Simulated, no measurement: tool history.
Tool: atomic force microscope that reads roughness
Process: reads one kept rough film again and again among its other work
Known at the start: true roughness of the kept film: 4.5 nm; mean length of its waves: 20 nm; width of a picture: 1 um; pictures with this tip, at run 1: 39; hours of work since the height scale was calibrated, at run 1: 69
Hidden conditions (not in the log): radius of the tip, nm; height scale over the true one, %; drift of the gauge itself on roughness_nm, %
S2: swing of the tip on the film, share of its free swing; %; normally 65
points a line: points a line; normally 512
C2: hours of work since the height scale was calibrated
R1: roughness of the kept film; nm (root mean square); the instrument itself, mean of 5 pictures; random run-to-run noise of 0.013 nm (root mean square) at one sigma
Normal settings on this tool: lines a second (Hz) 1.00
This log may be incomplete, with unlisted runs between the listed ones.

{"run": 1, "hour": 0.0, "lines a second (Hz)": 1.0, "S2": 65, "points a line": 512, "pictures with this tip": 39, "C2": 69, "R1": 3.044}
{"run": 2, "hour": 6.0, "lines a second (Hz)": 1.0, "S2": 65, "points a line": 512, "pictures with this tip": 52, "C2": 73, "R1": 3.033}
{"run": 3, "hour": 13.7, "lines a second (Hz)": 1.0, "S2": 65, "points a line": 512, "pictures with this tip": 68, "C2": 78, "R1": 3.055}
{"run": 4, "hour": 24.4, "lines a second (Hz)": 1.0, "S2": 65, "points a line": 512, "pictures with this tip": 90, "C2": 84, "R1": 3.034}
{"run": 5, "hour": 34.6, "lines a second (Hz)": 1.0, "S2": 65, "points a line": 512, "pictures with this tip": 111, "C2": 91, "R1": 3.028}
{"run": 6, "hour": 43.3, "lines a second (Hz)": 1.0, "S2": 65, "points a line": 512, "pictures with this tip": 129, "C2": 96, "R1": 3.023}
{"run": 7, "hour": 53.5, "lines a second (Hz)": 1.0, "S2": 65, "points a line": 512, "pictures with this tip": 150, "C2": 102, "R1": 3.039}
{"run": 8, "hour": 58.2, "lines a second (Hz)": 3.06, "S2": 65, "points a line": 512, "pictures with this tip": 160, "C2": 105, "R1": 2.969}
{"hour": 60.1, "done": "new tip fitted"}
{"run": 9, "hour": 69.4, "lines a second (Hz)": 3.06, "S2": 65, "points a line": 533, "pictures with this tip": 19, "C2": 112, "R1": 2.943}
{"run": 10, "hour": 74.8, "lines a second (Hz)": 1.0, "S2": 65, "points a line": 512, "pictures with this tip": 30, "C2": 115, "R1": 3.051}
{"run": 11, "hour": 83.2, "lines a second (Hz)": 1.0, "S2": 65, "points a line": 512, "pictures with this tip": 47, "C2": 120, "R1": 3.038}
{"run": 12, "hour": 93.4, "lines a second (Hz)": 1.0, "S2": 65, "points a line": 512, "pictures with this tip": 68, "C2": 127, "R1": 3.032}
{"run": 13, "hour": 102.3, "lines a second (Hz)": 1.0, "S2": 65, "points a line": 512, "pictures with this tip": 87, "C2": 132, "R1": 3.031}
{"run": 14, "hour": 113.0, "lines a second (Hz)": 1.0, "S2": 65, "points a line": 512, "pictures with this tip": 109, "C2": 139, "R1": 3.008}
{"run": 15, "hour": 118.7, "lines a second (Hz)": 1.0, "S2": 65, "points a line": 512, "pictures with this tip": 121, "C2": 143, "R1": 3.042}
{"run": 16, "hour": 123.4, "lines a second (Hz)": 1.0, "S2": 65, "points a line": 512, "pictures with this tip": 130, "C2": 145, "R1": 3.016}
{"run": 17, "hour": 130.4, "lines a second (Hz)": 1.0, "S2": 65, "points a line": 903, "pictures with this tip": 145, "C2": 150, "R1": 3.051}
{"run": 18, "hour": 135.6, "lines a second (Hz)": 1.0, "S2": 65, "points a line": 932, "pictures with this tip": 156, "C2": 153, "R1": 3.065}
{"hour": 139.5, "done": "new tip fitted"}
{"run": 19, "hour": 142.2, "lines a second (Hz)": 1.0, "S2": 61, "points a line": 932, "pictures with this tip": 5, "C2": 157, "R1": 3.071}
{"run": 20, "hour": 146.7, "lines a second (Hz)": 1.0, "S2": 61, "points a line": 932, "pictures with this tip": 15, "C2": 160, "R1": 3.076}
{"run": 21, "hour": 154.4, "lines a second (Hz)": 1.0, "S2": 61, "points a line": 932, "pictures with this tip": 31, "C2": 164, "R1": 3.074}
{"run": 22, "hour": 159.2, "lines a second (Hz)": 1.0, "S2": 61, "points a line": 932, "pictures with this tip": 41, "C2": 167, "R1": 3.061}
{"run": 23, "hour": 168.6, "lines a second (Hz)": 1.0, "S2": 65, "points a line": 429, "pictures with this tip": 60, "C2": 173, "R1": 3.022}
{"run": 24, "hour": 179.2, "lines a second (Hz)": 1.0, "S2": 65, "points a line": 429, "pictures with this tip": 82, "C2": 180, "R1": 3.057}
{"run": 25, "hour": 187.9, "lines a second (Hz)": 1.0, "S2": 65, "points a line": 429, "pictures with this tip": 100, "C2": 185, "R1": 3.024}
{"run": 26, "hour": 198.9, "lines a second (Hz)": 1.0, "S2": 81, "points a line": 512, "pictures with this tip": 123, "C2": 192, "R1": 2.952}
{"run": 27, "hour": 205.2, "lines a second (Hz)": 1.0, "S2": 81, "points a line": 512, "pictures with this tip": 136, "C2": 196, "R1": 2.978}
{"run": 28, "hour": 215.9, "lines a second (Hz)": 1.0, "S2": 81, "points a line": 512, "pictures with this tip": 158, "C2": 203, "R1": 2.972}
{"hour": 218.6, "done": "new tip fitted"}
{"run": 29, "hour": 223.9, "lines a second (Hz)": 1.0, "S2": 77, "points a line": 256, "pictures with this tip": 11, "C2": 207, "R1": 2.916}
{"run": 30, "hour": 230.9, "lines a second (Hz)": 0.59, "S2": 86, "points a line": 971, "pictures with this tip": 26, "C2": 212, "R1": 3.009}
{"run": 31, "hour": 240.9, "lines a second (Hz)": 0.59, "S2": 86, "points a line": 971, "pictures with this tip": 47, "C2": 218, "R1": 3.043}
{"run": 32, "hour": 247.4, "lines a second (Hz)": 0.59, "S2": 86, "points a line": 971, "pictures with this tip": 60, "C2": 222, "R1": 3.008}
{"run": 33, "hour": 252.4, "lines a second (Hz)": 2.04, "S2": 57, "points a line": 677, "pictures with this tip": 70, "C2": 225, "R1": 3.032}
{"run": 34, "hour": 262.5, "lines a second (Hz)": 1.18, "S2": 65, "points a line": 512, "pictures with this tip": 91, "C2": 231, "R1": 3.013}
{"run": 35, "hour": 272.9, "lines a second (Hz)": 1.0, "S2": 79, "points a line": 982, "pictures with this tip": 113, "C2": 238, "R1": 3.01}
{"run": 36, "hour": 278.9, "lines a second (Hz)": 1.0, "S2": 79, "points a line": 982, "pictures with this tip": 125, "C2": 242, "R1": 2.994}
{"run": 37, "hour": 289.3, "lines a second (Hz)": 1.0, "S2": 79, "points a line": 982, "pictures with this tip": 147, "C2": 248, "R1": 3.019}
{"run": 38, "hour": 295.0, "lines a second (Hz)": 0.65, "S2": 79, "points a line": 982, "pictures with this tip": 158, "C2": 252, "R1": 3.04}
{"hour": 297.9, "done": "new tip fitted"}
{"run": 39, "hour": 304.1, "lines a second (Hz)": 0.65, "S2": 79, "points a line": 982, "pictures with this tip": 13, "C2": 257, "R1": 3.048}
{"run": 40, "hour": 310.9, "lines a second (Hz)": 0.84, "S2": 79, "points a line": 979, "pictures with this tip": 27, "C2": 261, "R1": 3.031}
{"run": 41, "hour": 319.3, "lines a second (Hz)": 2.29, "S2": 79, "points a line": 593, "pictures with this tip": 45, "C2": 267, "R1": 2.873}
{"run": 42, "hour": 326.9, "lines a second (Hz)": 2.39, "S2": 67, "points a line": 593, "pictures with this tip": 60, "C2": 271, "R1": 2.965}
{"run": 43, "hour": 334.3, "lines a second (Hz)": 1.0, "S2": 65, "points a line": 514, "pictures with this tip": 76, "C2": 276, "R1": 3.036}
{"run": 44, "hour": 344.8, "lines a second (Hz)": 0.63, "S2": 71, "points a line": 386, "pictures with this tip": 97, "C2": 282, "R1": 3.034}
{"run": 45, "hour": 353.7, "lines a second (Hz)": 0.63, "S2": 71, "points a line": 386, "pictures with this tip": 116, "C2": 288, "R1": 3.026}
{"run": 46, "hour": 363.6, "lines a second (Hz)": 2.92, "S2": 76, "points a line": 450, "pictures with this tip": 136, "C2": 294, "R1": 2.806}
{"run": 47, "hour": 368.4, "lines a second (Hz)": 0.63, "S2": 57, "points a line": 711, "pictures with this tip": 146, "C2": 297, "R1": 3.09}
{"hour": 376.6, "done": "new tip fitted"}
{"run": 48, "hour": 376.8, "lines a second (Hz)": 1.0, "S2": 69, "points a line": 764, "pictures with this tip": 1, "C2": 302, "R1": 3.05}
{"run": 49, "hour": 387.3, "lines a second (Hz)": 2.68, "S2": 55, "points a line": 267, "pictures with this tip": 22, "C2": 309, "R1": 2.945}
{"run": 50, "hour": 396.6, "lines a second (Hz)": 1.06, "S2": 59, "points a line": 968, "pictures with this tip": 41, "C2": 314, "R1": 3.082}
{"run": 51, "hour": 406.5, "lines a second (Hz)": 1.06, "S2": 59, "points a line": 968, "pictures with this tip": 62, "C2": 320, "R1": 3.084}
{"run": 52, "hour": 413.6, "lines a second (Hz)": 1.0, "S2": 59, "points a line": 259, "pictures with this tip": 77, "C2": 325, "R1": 2.956}
{"run": 53, "hour": 424.3, "lines a second (Hz)": 1.36, "S2": 82, "points a line": 481, "pictures with this tip": 99, "C2": 332, "R1": 2.94}
{"run": 54, "hour": 431.3, "lines a second (Hz)": 1.36, "S2": 82, "points a line": 481, "pictures with this tip": 113, "C2": 336, "R1": 2.904}

For each entry between runs, how does the tool's hidden state at the last listed run before it compare with that at the first listed run after it?
Logged between run 8 and run 9: new tip fitted (hour 60.1)
  radius of the tip, nm: 10.1 -> 10
Logged between run 18 and run 19: new tip fitted (hour 139.5)
  radius of the tip, nm: 10.1 -> 10
Logged between run 28 and run 29: new tip fitted (hour 218.6)
  radius of the tip, nm: 10.1 -> 10
Logged between run 38 and run 39: new tip fitted (hour 297.9)
  radius of the tip, nm: 10.1 -> 10
Logged between run 47 and run 48: new tip fitted (hour 376.6)
  radius of the tip, nm: 10.1 -> 10

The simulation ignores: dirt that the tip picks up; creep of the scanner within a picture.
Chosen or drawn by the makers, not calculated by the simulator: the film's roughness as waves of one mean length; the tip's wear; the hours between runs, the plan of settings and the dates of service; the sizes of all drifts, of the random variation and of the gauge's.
